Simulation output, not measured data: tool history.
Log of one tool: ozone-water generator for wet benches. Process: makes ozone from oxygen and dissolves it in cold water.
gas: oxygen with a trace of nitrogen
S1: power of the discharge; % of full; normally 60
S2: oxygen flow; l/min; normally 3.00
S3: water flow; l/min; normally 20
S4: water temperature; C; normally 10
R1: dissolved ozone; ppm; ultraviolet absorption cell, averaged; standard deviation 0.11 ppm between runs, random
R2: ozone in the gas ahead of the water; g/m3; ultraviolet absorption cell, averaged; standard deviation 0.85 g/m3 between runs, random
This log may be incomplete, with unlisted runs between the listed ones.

run   hour  S1    S2  S3  S4    R1     R2
  1    0.0  60  3.00  20  10  11.4  129.0
  2   64.6  60  3.00  20  10  11.1  128.9
  3  117.0  60  3.00  20  10  11.0  128.8
  4  154.7  60  3.00  20  10  11.0  129.5
  5  186.8  60  3.00  20  10  11.1  129.1
     195.3  -- contactor cleaned
  6  261.8  60  3.00  20  10  11.2  128.0
  7  298.3  60  2.95  20  10  11.1  129.0
     322.9  -- contactor cleaned, once more
  8  345.2  60  2.95  20  10  11.2  128.4
  9  389.3  60  2.95  20  10  11.3  130.5
 10  433.9  83  3.00  24  10  10.8  153.5
 11  492.4  44  2.48  20  13   8.9  119.2
 12  541.1  47  4.06  15   6  13.9   94.8
 13  574.8  60  3.00  13   5  17.2  127.9
 14  619.3  60  3.00  13   5  17.6  125.6
 15  679.3  60  3.00  13   5  17.4  126.5
 16  757.7  60  3.30  20   9  11.3  121.0

Here are 5 independent what-if runs from the current tool condition. What would each one return?
  A  833.8  53  3.00  28  10   ?   ?
  B  833.8  49  3.64  20  10   ?   ?
  C  833.8  44  3.14  20  10   ?   ?
  D  833.8  59  2.20  19   9   ?   ?
  E  833.8  50  3.00  20  10   ?   ?

run    R1     R2
  A   6.9  118.6
  B  10.3  101.4
  C   9.3  103.9
  D  10.6  145.8
  E   9.8  114.4
Stripped of hidden state, with their random variation kept, the same runs would have yielded:
run    R1     R2
  A   7.6  128.9
  B  11.3  109.9
  C  10.1  111.9
  D  11.7  159.6
  E  10.7  124.1
